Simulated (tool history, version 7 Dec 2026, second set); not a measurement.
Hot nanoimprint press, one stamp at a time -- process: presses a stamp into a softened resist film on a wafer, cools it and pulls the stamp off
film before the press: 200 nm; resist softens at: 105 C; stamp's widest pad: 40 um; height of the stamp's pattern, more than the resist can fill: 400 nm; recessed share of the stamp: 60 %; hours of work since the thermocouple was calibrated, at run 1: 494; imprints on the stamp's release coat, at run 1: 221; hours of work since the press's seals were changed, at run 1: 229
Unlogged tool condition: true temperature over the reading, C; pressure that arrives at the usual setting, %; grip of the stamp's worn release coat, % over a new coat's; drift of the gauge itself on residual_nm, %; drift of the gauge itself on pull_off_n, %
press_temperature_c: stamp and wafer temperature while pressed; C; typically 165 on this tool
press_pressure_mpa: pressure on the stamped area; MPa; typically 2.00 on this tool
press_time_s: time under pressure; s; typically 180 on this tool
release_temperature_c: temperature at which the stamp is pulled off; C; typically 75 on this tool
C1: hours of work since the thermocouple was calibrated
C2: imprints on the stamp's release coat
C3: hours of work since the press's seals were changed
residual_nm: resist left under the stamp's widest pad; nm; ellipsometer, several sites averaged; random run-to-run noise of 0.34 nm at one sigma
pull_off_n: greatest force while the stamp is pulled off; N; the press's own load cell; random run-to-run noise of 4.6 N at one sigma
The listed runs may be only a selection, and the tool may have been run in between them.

{"run": 1, "hour": 0.0, "press_temperature_c": 165, "press_pressure_mpa": 2.0, "press_time_s": 180, "release_temperature_c": 75, "C1": 494, "C2": 221, "C3": 229, "residual_nm": 120.1, "pull_off_n": 248}
{"run": 2, "hour": 12.7, "press_temperature_c": 165, "press_pressure_mpa": 2.0, "press_time_s": 180, "release_temperature_c": 71, "C1": 502, "C2": 255, "C3": 236, "residual_nm": 121.3, "pull_off_n": 270}
{"run": 3, "hour": 22.2, "press_temperature_c": 165, "press_pressure_mpa": 2.0, "press_time_s": 180, "release_temperature_c": 71, "C1": 507, "C2": 281, "C3": 242, "residual_nm": 120.6, "pull_off_n": 276}
{"run": 4, "hour": 34.3, "press_temperature_c": 165, "press_pressure_mpa": 2.0, "press_time_s": 180, "release_temperature_c": 68, "C1": 514, "C2": 315, "C3": 249, "residual_nm": 120.2, "pull_off_n": 293}
{"run": 5, "hour": 43.0, "press_temperature_c": 165, "press_pressure_mpa": 2.0, "press_time_s": 180, "release_temperature_c": 68, "C1": 519, "C2": 338, "C3": 254, "residual_nm": 120.7, "pull_off_n": 289}
{"run": 6, "hour": 54.4, "press_temperature_c": 165, "press_pressure_mpa": 2.0, "press_time_s": 180, "release_temperature_c": 68, "C1": 526, "C2": 369, "C3": 260, "residual_nm": 120.9, "pull_off_n": 293}
{"run": 7, "hour": 61.0, "press_temperature_c": 165, "press_pressure_mpa": 2.0, "press_time_s": 180, "release_temperature_c": 68, "C1": 530, "C2": 388, "C3": 264, "residual_nm": 121.1, "pull_off_n": 298}
{"run": 8, "hour": 67.4, "press_temperature_c": 165, "press_pressure_mpa": 2.0, "press_time_s": 180, "release_temperature_c": 68, "C1": 533, "C2": 405, "C3": 268, "residual_nm": 121.8, "pull_off_n": 299}
{"run": 9, "hour": 73.8, "press_temperature_c": 160, "press_pressure_mpa": 2.0, "press_time_s": 180, "release_temperature_c": 75, "C1": 537, "C2": 423, "C3": 272, "residual_nm": 147.2, "pull_off_n": 265}
{"run": 10, "hour": 82.9, "press_temperature_c": 153, "press_pressure_mpa": 2.0, "press_time_s": 180, "release_temperature_c": 75, "C1": 543, "C2": 448, "C3": 277, "residual_nm": 177.5, "pull_off_n": 261}
{"hour": 87.0, "done": "plate thermocouple calibrated"}
{"run": 11, "hour": 95.6, "press_temperature_c": 153, "press_pressure_mpa": 2.0, "press_time_s": 180, "release_temperature_c": 75, "C1": 5, "C2": 474, "C3": 283, "residual_nm": 178.1, "pull_off_n": 258}
{"run": 12, "hour": 105.7, "press_temperature_c": 153, "press_pressure_mpa": 2.0, "press_time_s": 180, "release_temperature_c": 75, "C1": 11, "C2": 502, "C3": 289, "residual_nm": 179.1, "pull_off_n": 258}
{"run": 13, "hour": 114.0, "press_temperature_c": 153, "press_pressure_mpa": 2.0, "press_time_s": 180, "release_temperature_c": 75, "C1": 16, "C2": 524, "C3": 293, "residual_nm": 177.4, "pull_off_n": 270}
{"run": 14, "hour": 126.9, "press_temperature_c": 165, "press_pressure_mpa": 2.0, "press_time_s": 180, "release_temperature_c": 75, "C1": 23, "C2": 560, "C3": 301, "residual_nm": 122.9, "pull_off_n": 263}
{"run": 15, "hour": 135.0, "press_temperature_c": 165, "press_pressure_mpa": 2.0, "press_time_s": 180, "release_temperature_c": 75, "C1": 28, "C2": 582, "C3": 306, "residual_nm": 122.8, "pull_off_n": 279}
{"run": 16, "hour": 148.4, "press_temperature_c": 165, "press_pressure_mpa": 2.0, "press_time_s": 180, "release_temperature_c": 75, "C1": 36, "C2": 619, "C3": 313, "residual_nm": 123.2, "pull_off_n": 271}
{"run": 17, "hour": 159.4, "press_temperature_c": 165, "press_pressure_mpa": 1.85, "press_time_s": 172, "release_temperature_c": 75, "C1": 42, "C2": 649, "C3": 320, "residual_nm": 128.9, "pull_off_n": 276}
{"run": 18, "hour": 166.1, "press_temperature_c": 176, "press_pressure_mpa": 1.23, "press_time_s": 99, "release_temperature_c": 68, "C1": 46, "C2": 667, "C3": 324, "residual_nm": 110.6, "pull_off_n": 324}
{"hour": 171.2, "done": "plate thermocouple calibrated, once more"}
{"run": 19, "hour": 175.9, "press_temperature_c": 176, "press_pressure_mpa": 1.23, "press_time_s": 99, "release_temperature_c": 68, "C1": 3, "C2": 686, "C3": 328, "residual_nm": 104.1, "pull_off_n": 313}
{"run": 20, "hour": 185.2, "press_temperature_c": 176, "press_pressure_mpa": 1.23, "press_time_s": 99, "release_temperature_c": 68, "C1": 8, "C2": 711, "C3": 333, "residual_nm": 104.5, "pull_off_n": 324}
{"run": 21, "hour": 197.9, "press_temperature_c": 165, "press_pressure_mpa": 1.21, "press_time_s": 162, "release_temperature_c": 82, "C1": 16, "C2": 746, "C3": 341, "residual_nm": 139.6, "pull_off_n": 225}
{"run": 22, "hour": 210.4, "press_temperature_c": 165, "press_pressure_mpa": 1.21, "press_time_s": 162, "release_temperature_c": 69, "C1": 23, "C2": 780, "C3": 348, "residual_nm": 139.5, "pull_off_n": 327}
{"run": 23, "hour": 216.0, "press_temperature_c": 160, "press_pressure_mpa": 1.45, "press_time_s": 162, "release_temperature_c": 74, "C1": 26, "C2": 795, "C3": 351, "residual_nm": 156.4, "pull_off_n": 278}
{"run": 24, "hour": 227.6, "press_temperature_c": 175, "press_pressure_mpa": 2.46, "press_time_s": 91, "release_temperature_c": 76, "C1": 33, "C2": 827, "C3": 358, "residual_nm": 85.7, "pull_off_n": 264}
{"run": 25, "hour": 239.1, "press_temperature_c": 155, "press_pressure_mpa": 2.9, "press_time_s": 91, "release_temperature_c": 76, "C1": 40, "C2": 859, "C3": 365, "residual_nm": 174.3, "pull_off_n": 266}
{"run": 26, "hour": 249.0, "press_temperature_c": 165, "press_pressure_mpa": 3.17, "press_time_s": 281, "release_temperature_c": 79, "C1": 45, "C2": 886, "C3": 370, "residual_nm": 83.2, "pull_off_n": 246}
{"run": 27, "hour": 255.8, "press_temperature_c": 165, "press_pressure_mpa": 1.65, "press_time_s": 180, "release_temperature_c": 63, "C1": 49, "C2": 904, "C3": 374, "residual_nm": 123.8, "pull_off_n": 358}
{"run": 28, "hour": 264.3, "press_temperature_c": 165, "press_pressure_mpa": 2.8, "press_time_s": 251, "release_temperature_c": 63, "C1": 54, "C2": 928, "C3": 379, "residual_nm": 91.5, "pull_off_n": 367}
{"run": 29, "hour": 273.6, "press_temperature_c": 165, "press_pressure_mpa": 2.45, "press_time_s": 180, "release_temperature_c": 74, "C1": 60, "C2": 953, "C3": 385, "residual_nm": 108.6, "pull_off_n": 286}

Branching from run 29: 4 alternative next runs. What would each branch give?
{"run": "A", "hour": 282.2, "press_temperature_c": 165, "press_pressure_mpa": 2.0, "press_time_s": 180, "release_temperature_c": 69, "C1": 65, "C2": 977, "C3": 390, "residual_nm": "?", "pull_off_n": "?"}
{"run": "B", "hour": 282.2, "press_temperature_c": 159, "press_pressure_mpa": 1.8, "press_time_s": 180, "release_temperature_c": 74, "C1": 65, "C2": 977, "C3": 390, "residual_nm": "?", "pull_off_n": "?"}
{"run": "C", "hour": 282.2, "press_temperature_c": 154, "press_pressure_mpa": 2.0, "press_time_s": 255, "release_temperature_c": 82, "C1": 65, "C2": 977, "C3": 390, "residual_nm": "?", "pull_off_n": "?"}
{"run": "D", "hour": 282.2, "press_temperature_c": 156, "press_pressure_mpa": 2.0, "press_time_s": 277, "release_temperature_c": 70, "C1": 65, "C2": 977, "C3": 390, "residual_nm": "?", "pull_off_n": "?"}

run=A residual_nm=116.5 pull_off_n=333
run=B residual_nm=151.8 pull_off_n=293
run=C residual_nm=162.2 pull_off_n=236
run=D residual_nm=150.0 pull_off_n=314
What these runs would have given with no unlogged condition in the tool:
run=A residual_nm=115.0 pull_off_n=264
run=B residual_nm=150.6 pull_off_n=232
run=C residual_nm=161.0 pull_off_n=187
run=D residual_nm=148.7 pull_off_n=248

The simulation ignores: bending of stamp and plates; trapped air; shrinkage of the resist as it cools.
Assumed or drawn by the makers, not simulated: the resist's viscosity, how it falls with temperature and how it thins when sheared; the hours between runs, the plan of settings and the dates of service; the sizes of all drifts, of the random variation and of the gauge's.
